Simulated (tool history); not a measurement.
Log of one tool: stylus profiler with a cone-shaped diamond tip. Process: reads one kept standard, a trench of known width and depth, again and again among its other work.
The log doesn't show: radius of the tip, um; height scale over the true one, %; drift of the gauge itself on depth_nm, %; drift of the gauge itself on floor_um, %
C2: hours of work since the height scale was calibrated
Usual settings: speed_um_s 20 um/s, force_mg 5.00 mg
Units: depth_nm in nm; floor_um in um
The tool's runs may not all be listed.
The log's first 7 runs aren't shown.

run 8 hour=364.4 | speed_um_s=6 force_mg=5.00 | scans_with_this_tip=7778 C2=29 | depth_nm=512.80 floor_um=25.60
run 9 hour=425.2 | speed_um_s=6 force_mg=5.00 | scans_with_this_tip=7951 C2=57 | depth_nm=512.77 floor_um=25.64
run 10 hour=501.7 | speed_um_s=6 force_mg=5.00 | scans_with_this_tip=8168 C2=94 | depth_nm=512.98 floor_um=25.62
run 11 hour=554.1 | speed_um_s=19 force_mg=5.00 | scans_with_this_tip=8317 C2=118 | depth_nm=512.80 floor_um=25.54
run 12 hour=603.7 | speed_um_s=19 force_mg=5.00 | scans_with_this_tip=8458 C2=142 | depth_nm=512.79 floor_um=25.53
run 13 hour=674.2 | speed_um_s=29 force_mg=5.00 | scans_with_this_tip=8658 C2=175 | depth_nm=512.99 floor_um=25.58
run 14 hour=717.5 | speed_um_s=29 force_mg=5.00 | scans_with_this_tip=8781 C2=195 | depth_nm=512.87 floor_um=25.47
run 15 hour=749.6 | speed_um_s=29 force_mg=5.00 | scans_with_this_tip=8872 C2=211 | depth_nm=512.50 floor_um=25.51
run 16 hour=792.1 | speed_um_s=29 force_mg=5.00 | scans_with_this_tip=8993 C2=231 | depth_nm=512.85 floor_um=25.54
run 17 hour=867.1 | speed_um_s=29 force_mg=5.00 | scans_with_this_tip=9206 C2=266 | depth_nm=512.61 floor_um=25.48
run 18 hour=923.3 | speed_um_s=29 force_mg=5.00 | scans_with_this_tip=9365 C2=293 | depth_nm=512.78 floor_um=25.54
run 19 hour=955.8 | speed_um_s=64 force_mg=5.00 | scans_with_this_tip=9458 C2=308 | depth_nm=512.74 floor_um=25.37
run 20 hour=1032.4 | speed_um_s=64 force_mg=5.00 | scans_with_this_tip=9675 C2=344 | depth_nm=512.69 floor_um=25.43
run 21 hour=1076.9 | speed_um_s=20 force_mg=5.00 | scans_with_this_tip=9802 C2=365 | depth_nm=512.90 floor_um=25.52
run 22 hour=1152.6 | speed_um_s=20 force_mg=5.61 | scans_with_this_tip=10017 C2=401 | depth_nm=513.64 floor_um=25.54
run 23 hour=1213.2 | speed_um_s=6 force_mg=5.00 | scans_with_this_tip=10189 C2=429 | depth_nm=512.76 floor_um=25.61
run 24 hour=1290.2 | speed_um_s=44 force_mg=1.72 | scans_with_this_tip=10407 C2=466 | depth_nm=506.23 floor_um=25.32
run 25 hour=1351.8 | speed_um_s=30 force_mg=3.00 | scans_with_this_tip=10582 C2=495 | depth_nm=509.11 floor_um=25.49
run 26 hour=1422.2 | speed_um_s=14 force_mg=6.20 | scans_with_this_tip=10782 C2=528 | depth_nm=514.77 floor_um=25.60
run 27 hour=1489.4 | speed_um_s=32 force_mg=3.49 | scans_with_this_tip=10973 C2=560 | depth_nm=509.87 floor_um=25.51
run 28 hour=1545.2 | speed_um_s=32 force_mg=3.49 | scans_with_this_tip=11132 C2=586 | depth_nm=509.83 floor_um=25.49
run 29 hour=1583.1 | speed_um_s=8 force_mg=5.00 | scans_with_this_tip=11239 C2=604 | depth_nm=512.85 floor_um=25.59
run 30 hour=1647.9 | speed_um_s=8 force_mg=5.00 | scans_with_this_tip=11423 C2=635 | depth_nm=512.80 floor_um=25.63
run 31 hour=1708.7 | speed_um_s=27 force_mg=1.92 | scans_with_this_tip=11596 C2=663 | depth_nm=507.10 floor_um=25.46
run 32 hour=1754.0 | speed_um_s=52 force_mg=5.00 | scans_with_this_tip=11725 C2=685 | depth_nm=512.86 floor_um=25.44

Forecast run 33:
run 33 hour=1792.8 | speed_um_s=52 force_mg=5.00 | scans_with_this_tip=11835 C2=703 | depth_nm=? floor_um=?

depth_nm: 512.77 nm
floor_um: 25.44 um
Without the tool's hidden state the same run would have given depth_nm 512.78 nm, floor_um 25.45 um.
